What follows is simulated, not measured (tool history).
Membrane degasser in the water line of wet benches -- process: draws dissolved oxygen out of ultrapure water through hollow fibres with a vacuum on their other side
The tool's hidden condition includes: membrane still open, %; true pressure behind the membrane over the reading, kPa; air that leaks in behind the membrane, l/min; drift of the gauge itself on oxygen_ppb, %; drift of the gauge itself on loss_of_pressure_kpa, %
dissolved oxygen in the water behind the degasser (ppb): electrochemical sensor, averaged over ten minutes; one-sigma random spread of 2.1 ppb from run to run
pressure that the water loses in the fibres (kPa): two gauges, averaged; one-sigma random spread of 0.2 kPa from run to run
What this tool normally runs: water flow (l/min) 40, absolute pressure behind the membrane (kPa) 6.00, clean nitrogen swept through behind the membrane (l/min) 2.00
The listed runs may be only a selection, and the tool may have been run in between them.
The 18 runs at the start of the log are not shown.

run,day,water flow (l/min),absolute pressure behind the membrane (kPa),clean nitrogen swept through behind the membrane (l/min),hours since the membrane was changed,hours since the vacuum gauge was calibrated,hours since the vacuum lines were made tight,dissolved oxygen in the water behind the degasser (ppb),pressure that the water loses in the fibres (kPa)
19,88.954,32,6.00,1.51,6385,3989,3271,179.5,34.82
20,93.950,63,13.41,5.25,6505,4109,3391,482.8,67.67
21,98.162,49,7.53,0.82,6607,4210,3492,578.5,52.24
22,101.075,49,7.53,0.82,6676,4280,3562,571.6,52.31
23,103.904,42,7.20,1.47,6744,4348,3630,320.4,45.31
# day 106.912: seals of the vacuum lines changed
24,108.158,42,7.20,1.47,6844,4448,30,327.4,44.91
25,114.008,46,7.20,2.84,6985,4588,170,265.0,49.12
# day 117.288: gauge calibrated
26,120.158,46,7.20,2.84,7132,4736,318,255.2,50.75
27,123.750,46,4.27,2.84,7219,4822,404,155.6,50.71
28,127.817,53,4.27,2.84,7316,4919,502,204.0,58.10
29,131.817,46,9.36,5.22,7412,5015,598,241.1,50.61
30,136.258,46,9.36,5.22,7519,5122,704,247.0,50.25
31,143.154,46,5.96,5.22,7684,5288,870,173.6,50.16
# day 143.700: vacuum gauge calibrated
32,147.425,27,5.23,5.22,7786,89,972,55.8,29.61

Each row is a separate what-if for the run after 32, all from the same tool condition, not one after another. Results?
A,151.588,27,13.43,5.22,7886,189,1072,?,?
B,151.588,26,5.63,1.05,7886,189,1072,?,?
C,151.588,29,6.00,2.00,7886,189,1072,?,?

run,dissolved oxygen in the water behind the degasser (ppb),pressure that the water loses in the fibres (kPa)
A,156.1,29.39
B,156.0,28.46
C,129.3,31.59
The same runs, with their run-to-run variation unchanged, on a tool lacking any hidden condition would have given:
run,dissolved oxygen in the water behind the degasser (ppb),pressure that the water loses in the fibres (kPa)
A,156.1,29.62
B,155.9,28.68
C,129.2,31.84

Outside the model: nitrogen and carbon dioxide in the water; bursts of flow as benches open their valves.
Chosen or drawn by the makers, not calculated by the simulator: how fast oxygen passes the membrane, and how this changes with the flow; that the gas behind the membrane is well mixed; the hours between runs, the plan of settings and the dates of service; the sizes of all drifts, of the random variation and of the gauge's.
